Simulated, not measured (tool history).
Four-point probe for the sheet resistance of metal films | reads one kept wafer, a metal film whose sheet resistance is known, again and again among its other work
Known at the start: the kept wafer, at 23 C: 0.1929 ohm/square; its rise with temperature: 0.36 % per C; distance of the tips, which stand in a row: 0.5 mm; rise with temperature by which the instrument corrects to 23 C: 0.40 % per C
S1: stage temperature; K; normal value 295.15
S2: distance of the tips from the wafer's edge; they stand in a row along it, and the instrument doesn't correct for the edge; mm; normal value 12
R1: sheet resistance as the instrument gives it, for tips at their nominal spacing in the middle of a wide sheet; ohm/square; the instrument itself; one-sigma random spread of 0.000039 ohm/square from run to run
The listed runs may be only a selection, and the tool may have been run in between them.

run 1 hour=0 | S1=295.15 S2=12 | R1=0.193236
run 2 hour=17.1 | S1=298.15 S2=12 | R1=0.192872
run 3 hour=50.8 | S1=295.15 S2=6 | R1=0.193688
run 4 hour=67.1 | S1=295.15 S2=12 | R1=0.193201
run 5 hour=85.6 | S1=302.15 S2=12 | R1=0.19259
run 6 hour=115.2 | S1=302.15 S2=12 | R1=0.192614
run 7 hour=132.1 | S1=302.15 S2=12 | R1=0.192651
run 8 hour=157.6 | S1=295.15 S2=12 | R1=0.193209
run 9 hour=171.7 | S1=295.15 S2=12 | R1=0.193147
run 10 hour=197 | S1=295.15 S2=12 | R1=0.193172
run 11 hour=226.5 | S1=295.15 S2=12 | R1=0.193159
run 12 hour=257.4 | S1=297.15 S2=17 | R1=0.192904
run 13 hour=284.4 | S1=297.15 S2=17 | R1=0.192923
run 14 hour=298.7 | S1=294.15 S2=18 | R1=0.193151
run 15 hour=313.1 | S1=294.15 S2=18 | R1=0.193106
run 16 hour=345.2 | S1=294.15 S2=3 | R1=0.195918
run 17 hour=361.1 | S1=304.15 S2=6 | R1=0.192994
run 18 hour=389.6 | S1=304.15 S2=6 | R1=0.192959
run 19 hour=417.9 | S1=304.15 S2=6 | R1=0.193031
run 20 hour=441.6 | S1=295.15 S2=32 | R1=0.193039

Alternative continuations, all from the tool just after run 20; predict every row:
run A hour=455.5 | S1=304.15 S2=8 | R1=?
run B hour=455.5 | S1=295.15 S2=42 | R1=?
run C hour=455.5 | S1=299.15 S2=7 | R1=?

run=A R1=0.1927
run=B R1=0.19294
run=C R1=0.193148
Had the tool no hidden state, the same runs would have come out as:
run=A R1=0.192695
run=B R1=0.192934
run=C R1=0.193142
